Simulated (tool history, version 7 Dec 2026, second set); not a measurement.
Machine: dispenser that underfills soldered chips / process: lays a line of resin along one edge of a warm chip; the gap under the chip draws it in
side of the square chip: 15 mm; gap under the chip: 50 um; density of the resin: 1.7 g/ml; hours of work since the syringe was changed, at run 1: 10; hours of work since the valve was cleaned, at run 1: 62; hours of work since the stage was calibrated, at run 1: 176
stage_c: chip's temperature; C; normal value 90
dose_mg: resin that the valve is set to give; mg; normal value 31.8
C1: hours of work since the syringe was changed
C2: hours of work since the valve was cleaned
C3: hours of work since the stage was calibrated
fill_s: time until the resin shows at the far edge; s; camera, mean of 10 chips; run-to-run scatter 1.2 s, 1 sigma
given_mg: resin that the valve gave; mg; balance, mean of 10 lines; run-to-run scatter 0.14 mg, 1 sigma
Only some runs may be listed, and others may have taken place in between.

Run 1, hour 0.0: usual settings; C1 10; C2 62; C3 176. Result: fill_s 211.9 s, given_mg 30.90 mg.
At hour 1.4: new syringe of resin.
Run 2, hour 7.6: usual settings; C1 5; C2 68; C3 182. Result: fill_s 156.3 s, given_mg 30.96 mg.
At hour 15.9: new syringe of resin.
Run 3, hour 16.7: usual settings; C1 1; C2 74; C3 189. Result: fill_s 128.4 s, given_mg 30.73 mg.
At hour 30.9: new syringe of resin.
Run 4, hour 34.2: usual settings but dose_mg 33.8 mg; C1 2; C2 87; C3 202. Result: fill_s 139.7 s, given_mg 32.32 mg.
At hour 45.7: new syringe of resin.
Run 5, hour 46.1: usual settings but dose_mg 33.8 mg; C1 0; C2 96; C3 211. Result: fill_s 126.5 s, given_mg 32.48 mg.
At hour 60.4: new syringe of resin.
Run 6, hour 60.4: usual settings; C1 0; C2 107; C3 221. Result: fill_s 126.5 s, given_mg 30.43 mg.
At hour 65.5: dispensing valve cleaned and set on the balance.
Run 7, hour 69.9: usual settings; C1 6; C2 3; C3 228. Result: fill_s 171.8 s, given_mg 31.63 mg.
At hour 75.5: new syringe of resin.
Run 8, hour 82.3: usual settings; C1 5; C2 13; C3 237. Result: fill_s 158.2 s, given_mg 31.51 mg.
At hour 89.9: new syringe of resin.
Run 9, hour 91.4: usual settings but stage_c 93 C; C1 1; C2 19; C3 244. Result: fill_s 119.4 s, given_mg 31.50 mg.
At hour 104.0: new syringe of resin.
Run 10, hour 106.4: usual settings but stage_c 93 C; C1 2; C2 31; C3 255. Result: fill_s 121.8 s, given_mg 31.49 mg.
At hour 118.7: new syringe of resin.
Run 11, hour 121.2: usual settings but stage_c 101 C; C1 2; C2 42; C3 266. Result: fill_s 90.0 s, given_mg 31.11 mg.
At hour 133.0: new syringe of resin.
Run 12, hour 136.4: usual settings but stage_c 101 C; C1 3; C2 53; C3 277. Result: fill_s 92.6 s, given_mg 31.41 mg.
Run 13, hour 145.7: usual settings but stage_c 101 C; C1 10; C2 60; C3 284. Result: fill_s 131.2 s, given_mg 30.76 mg.
At hour 147.0: new syringe of resin.
Run 14, hour 153.2: usual settings but stage_c 77 C; C1 5; C2 65; C3 290. Result: fill_s 274.3 s, given_mg 30.88 mg.
At hour 161.3: new syringe of resin.
Run 15, hour 163.8: usual settings but stage_c 77 C; C1 2; C2 73; C3 298. Result: fill_s 245.0 s, given_mg 30.96 mg.
At hour 176.1: new syringe of resin.
Run 16, hour 178.4: usual settings but stage_c 86 C; C1 2; C2 84; C3 309. Result: fill_s 161.3 s, given_mg 30.57 mg.
Run 17, hour 185.9: usual settings but stage_c 86 C; C1 7; C2 90; C3 314. Result: fill_s 213.7 s, given_mg 30.62 mg.
At hour 190.7: new syringe of resin.
Run 18, hour 196.7: usual settings but stage_c 86 C, dose_mg 36.5 mg; C1 5; C2 98; C3 322. Result: fill_s 189.3 s, given_mg 34.88 mg.
Run 19, hour 204.3: usual settings but stage_c 86 C, dose_mg 36.5 mg; C1 10; C2 104; C3 328. Result: fill_s 247.7 s, given_mg 34.95 mg.
At hour 205.9: new syringe of resin.
At hour 210.1: stage's temperature calibrated.
At hour 215.1: dispensing valve cleaned and set on the balance.
Run 20, hour 215.1: usual settings but stage_c 81 C, dose_mg 27.7 mg; C1 5; C2 0; C3 3. Result: fill_s 229.2 s, given_mg 27.91 mg.
At hour 222.5: new syringe of resin.
Run 21, hour 226.8: usual settings but stage_c 81 C, dose_mg 27.7 mg; C1 3; C2 9; C3 12. Result: fill_s 203.9 s, given_mg 27.72 mg.
At hour 236.9: new syringe of resin.
Run 22, hour 237.9: usual settings but stage_c 81 C, dose_mg 27.7 mg; C1 1; C2 17; C3 20. Result: fill_s 181.5 s, given_mg 27.59 mg.
At hour 250.9: new syringe of resin.
Run 23, hour 254.6: usual settings but stage_c 81 C, dose_mg 27.7 mg; C1 3; C2 29; C3 32. Result: fill_s 196.0 s, given_mg 27.51 mg.
At hour 266.0: new syringe of resin.
Run 24, hour 268.3: usual settings but stage_c 93 C, dose_mg 27.5 mg; C1 2; C2 40; C3 43. Result: fill_s 118.4 s, given_mg 27.02 mg.
Run 25, hour 276.9: usual settings but stage_c 91 C, dose_mg 32.3 mg; C1 8; C2 46; C3 49. Result: fill_s 172.2 s, given_mg 31.83 mg.
At hour 280.2: new syringe of resin.
Run 26, hour 290.0: usual settings but stage_c 88 C, dose_mg 38.3 mg; C1 7; C2 56; C3 59. Result: fill_s 184.8 s, given_mg 37.37 mg.
At hour 295.0: new syringe of resin.
Run 27, hour 302.7: usual settings but stage_c 102 C, dose_mg 34.5 mg; C1 6; C2 65; C3 68. Result: fill_s 99.6 s, given_mg 33.66 mg.
At hour 309.1: new syringe of resin.
Run 28, hour 316.8: usual settings but stage_c 100 C, dose_mg 36.2 mg; C1 6; C2 76; C3 79. Result: fill_s 107.3 s, given_mg 34.83 mg.
At hour 323.6: new syringe of resin.
Run 29, hour 329.2: usual settings but stage_c 95 C; C1 4; C2 85; C3 88. Result: fill_s 122.2 s, given_mg 30.70 mg.
At hour 337.7: new syringe of resin.
Run 30, hour 343.7: usual settings but stage_c 80 C, dose_mg 38.0 mg; C1 5; C2 96; C3 99. Result: fill_s 226.5 s, given_mg 36.74 mg.
At hour 352.2: new syringe of resin.
Run 31, hour 357.3: usual settings but stage_c 88 C, dose_mg 34.9 mg; C1 4; C2 106; C3 109. Result: fill_s 157.4 s, given_mg 33.58 mg.
At hour 363.8: dispensing valve cleaned and set on the balance.
At hour 367.8: new syringe of resin.
Run 32, hour 368.0: usual settings but stage_c 76 C, dose_mg 41.2 mg; C1 0; C2 3; C3 116. Result: fill_s 217.6 s, given_mg 41.12 mg.
Run 33, hour 377.3: usual settings but stage_c 76 C, dose_mg 41.2 mg; C1 7; C2 10; C3 123. Result: fill_s 306.4 s, given_mg 41.09 mg.
At hour 383.0: new syringe of resin.
Run 34, hour 385.3: usual settings but stage_c 75 C, dose_mg 31.3 mg; C1 2; C2 16; C3 129. Result: fill_s 249.2 s, given_mg 30.91 mg.

For some of the steps in fill_s from one run to the next: how much would appear even if the tool had no hidden state, given the settings, what came in and random variation, and how much remains for the hidden state plus any gauge scatter that the measured result and the result without hidden state don't share?
The tool's hidden condition here consists of: resin's viscosity, % of fresh resin's; dose that the valve gives, % of what is set; true chip temperature over the reading, C; drift of the gauge itself on fill_s, %; drift of the gauge itself on given_mg, %.
Run 13 -> 14: stage_c 101 -> 77, new syringe of resin. fill_s +143.1 s: hidden state +17.5, all else +125.6.
Run 18 -> 19: settings left as they were, no log entry in between. fill_s +58.4 s: hidden state +60.8, all else -2.4.
Run 29 -> 30: stage_c 95 -> 80, dose_mg 31.8 -> 38.0, new syringe of resin. fill_s +104.3 s: hidden state +23.3, all else +81.0.
Run 32 -> 33: settings left as they were, no log entry in between. fill_s +88.8 s: hidden state +89.4, all else -0.6.
Run 33 -> 34: stage_c 76 -> 75, dose_mg 41.2 -> 31.3, new syringe of resin. fill_s -57.2 s: hidden state -72.2, all else +15.0.
